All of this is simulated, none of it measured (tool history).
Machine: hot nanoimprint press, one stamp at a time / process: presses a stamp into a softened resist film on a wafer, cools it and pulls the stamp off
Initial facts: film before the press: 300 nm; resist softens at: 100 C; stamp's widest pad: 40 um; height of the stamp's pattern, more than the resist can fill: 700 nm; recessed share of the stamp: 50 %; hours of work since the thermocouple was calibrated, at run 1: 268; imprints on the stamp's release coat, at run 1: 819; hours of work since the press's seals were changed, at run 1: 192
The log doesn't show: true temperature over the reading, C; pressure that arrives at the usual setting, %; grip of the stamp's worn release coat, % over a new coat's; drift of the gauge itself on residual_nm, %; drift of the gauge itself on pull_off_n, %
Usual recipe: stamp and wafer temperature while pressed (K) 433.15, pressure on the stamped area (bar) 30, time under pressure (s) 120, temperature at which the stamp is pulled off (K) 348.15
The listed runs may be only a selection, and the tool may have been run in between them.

| run | hour | stamp and wafer temperature while pressed (K) | pressure on the stamped area (bar) | time under pressure (s) | temperature at which the stamp is pulled off (K) | hours of work since the thermocouple was calibrated | imprints on the stamp's release coat | hours of work since the press's seals were changed | resist left under the stamp's widest pad (angstrom) | greatest force while the stamp is pulled off (N) |
|---|---|---|---|---|---|---|---|---|---|---|
| 1 | 0 | 433.15 | 30 | 120 | 348.15 | 268 | 819 | 192 | 1393 | 118 |
| 2 | 40.2 | 433.15 | 30 | 90 | 348.15 | 298 | 910 | 221 | 1550 | 124 |
|  | 122.6 | plate thermocouple calibrated |
|  | 128.6 | stamp cleaned and given a new release coat |
| 3 | 144.3 | 433.15 | 30 | 90 | 348.15 | 12 | 36 | 292 | 1563 | 115 |
| 4 | 233.5 | 433.15 | 30 | 90 | 339.15 | 78 | 238 | 358 | 1554 | 141 |
| 5 | 281.7 | 433.15 | 30 | 120 | 348.15 | 113 | 347 | 394 | 1412 | 118 |
| 6 | 341.2 | 433.15 | 30 | 120 | 348.15 | 157 | 482 | 438 | 1408 | 118 |
| 7 | 430.7 | 433.15 | 30 | 120 | 348.15 | 224 | 684 | 504 | 1412 | 121 |
| 8 | 526 | 433.15 | 30 | 120 | 348.15 | 294 | 900 | 574 | 1398 | 121 |
| 9 | 570.9 | 433.15 | 30 | 120 | 348.15 | 328 | 1002 | 608 | 1392 | 116 |
|  | 606.8 | plate thermocouple calibrated |
|  | 612.8 | stamp cleaned and given a new release coat |
| 10 | 656.3 | 433.15 | 30 | 120 | 348.15 | 32 | 99 | 664 | 1413 | 115 |
| 11 | 713.9 | 433.15 | 30 | 120 | 348.15 | 75 | 229 | 707 | 1395 | 120 |
| 12 | 778.5 | 433.15 | 30 | 120 | 348.15 | 123 | 375 | 755 | 1399 | 119 |
| 13 | 856 | 433.15 | 30 | 120 | 348.15 | 180 | 551 | 812 | 1403 | 121 |
|  | 877.9 | press's hydraulic seals changed and the load cell set to zero |
| 14 | 918.5 | 433.15 | 30 | 120 | 333.15 | 220 | 674 | 30 | 1399 | 172 |
| 15 | 959.4 | 433.15 | 30 | 120 | 348.15 | 251 | 767 | 60 | 1396 | 123 |
| 16 | 1026.8 | 433.15 | 30 | 120 | 348.15 | 301 | 919 | 110 | 1411 | 118 |
| 17 | 1091.2 | 433.15 | 25.9 | 136 | 348.15 | 348 | 1065 | 158 | 1434 | 118 |
|  | 1098.6 | plate thermocouple calibrated |
|  | 1111.7 | stamp cleaned and given a new release coat |
| 18 | 1149.5 | 433.15 | 42.3 | 213 | 348.15 | 33 | 86 | 194 | 955 | 114 |
| 19 | 1242.1 | 422.15 | 30 | 118 | 348.15 | 102 | 295 | 263 | 2331 | 118 |
| 20 | 1289.3 | 422.15 | 30 | 118 | 348.15 | 137 | 402 | 298 | 2319 | 120 |
| 21 | 1379.6 | 424.15 | 30 | 118 | 340.15 | 204 | 606 | 365 | 2170 | 141 |
| 22 | 1418.6 | 428.15 | 20.4 | 115 | 347.15 | 233 | 695 | 394 | 2084 | 125 |
| 23 | 1498.5 | 423.15 | 40.6 | 115 | 337.15 | 292 | 876 | 453 | 2078 | 157 |

The next listed run, before its measurement:
|  | 1586.5 | plate thermocouple calibrated |
| 24 | 1588.9 | 423.15 | 40.6 | 115 | 337.15 | 2 | 1073 | 518 | ? | ? |

resist left under the stamp's widest pad (angstrom): 2089
greatest force while the stamp is pulled off (N): 155
With the hidden condition absent and the run-to-run variation left alone, this run would have shown resist left under the stamp's widest pad (angstrom) 2088, greatest force while the stamp is pulled off (N) 153.
